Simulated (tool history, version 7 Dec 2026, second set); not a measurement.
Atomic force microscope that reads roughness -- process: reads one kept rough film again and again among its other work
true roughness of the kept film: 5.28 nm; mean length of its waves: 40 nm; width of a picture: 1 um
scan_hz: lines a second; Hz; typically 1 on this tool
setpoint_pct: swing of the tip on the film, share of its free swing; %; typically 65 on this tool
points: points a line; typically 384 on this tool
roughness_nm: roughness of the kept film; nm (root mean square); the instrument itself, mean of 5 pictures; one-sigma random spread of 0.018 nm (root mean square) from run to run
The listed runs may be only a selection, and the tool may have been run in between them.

| run | hour | scan_hz | setpoint_pct | points | roughness_nm |
|---|---|---|---|---|---|
| 1 | 0 | 1 | 65 | 384 | 3.397 |
| 2 | 18.1 | 1 | 65 | 384 | 3.296 |
| 3 | 44.7 | 1 | 65 | 384 | 3.147 |
| 4 | 70.3 | 1 | 65 | 579 | 3.009 |
|  | 74.2 | new tip fitted |
| 5 | 91.7 | 1 | 79 | 384 | 4.091 |
| 6 | 105.8 | 1 | 79 | 384 | 3.981 |
| 7 | 129 | 1 | 65 | 831 | 4.006 |
| 8 | 153.9 | 1 | 65 | 831 | 3.766 |
| 9 | 174.6 | 1 | 65 | 831 | 3.605 |
| 10 | 199.7 | 1 | 65 | 831 | 3.44 |
| 11 | 211.1 | 1 | 65 | 456 | 3.4 |
| 12 | 227.8 | 1 | 65 | 456 | 3.268 |
| 13 | 249.9 | 1 | 65 | 456 | 3.169 |
|  | 271.2 | new tip fitted |
| 14 | 274.8 | 1 | 57 | 341 | 4.519 |
| 15 | 293.5 | 0.68 | 75 | 341 | 4.257 |
| 16 | 316.3 | 0.68 | 75 | 341 | 4.037 |
| 17 | 336.2 | 0.68 | 75 | 341 | 3.845 |
| 18 | 347.7 | 0.68 | 75 | 341 | 3.764 |
| 19 | 374.3 | 0.79 | 74 | 317 | 3.582 |
| 20 | 387.3 | 2.56 | 63 | 529 | 3.409 |
| 21 | 408.9 | 2.56 | 63 | 529 | 3.265 |
| 22 | 435.9 | 2.56 | 63 | 529 | 3.112 |
| 23 | 459.9 | 2.56 | 60 | 290 | 3.032 |
|  | 467.8 | new tip fitted |
| 24 | 472 | 3.64 | 66 | 316 | 3.971 |

Each row is a separate what-if for the run after 24, all from the same tool condition, not one after another. Results?
| A | 487.3 | 0.8 | 66 | 316 | ? |
| B | 487.3 | 2.02 | 68 | 860 | ? |
| C | 487.3 | 1 | 65 | 739 | ? |
| D | 487.3 | 3.56 | 81 | 316 | ? |

| run | roughness_nm |
|---|---|
| A | 4.255 |
| B | 4.052 |
| C | 4.275 |
| D | 3.327 |
With no hidden state in the tool, these same runs would have given:
| run | roughness_nm |
|---|---|
| A | 4.494 |
| B | 4.28 |
| C | 4.515 |
| D | 3.514 |
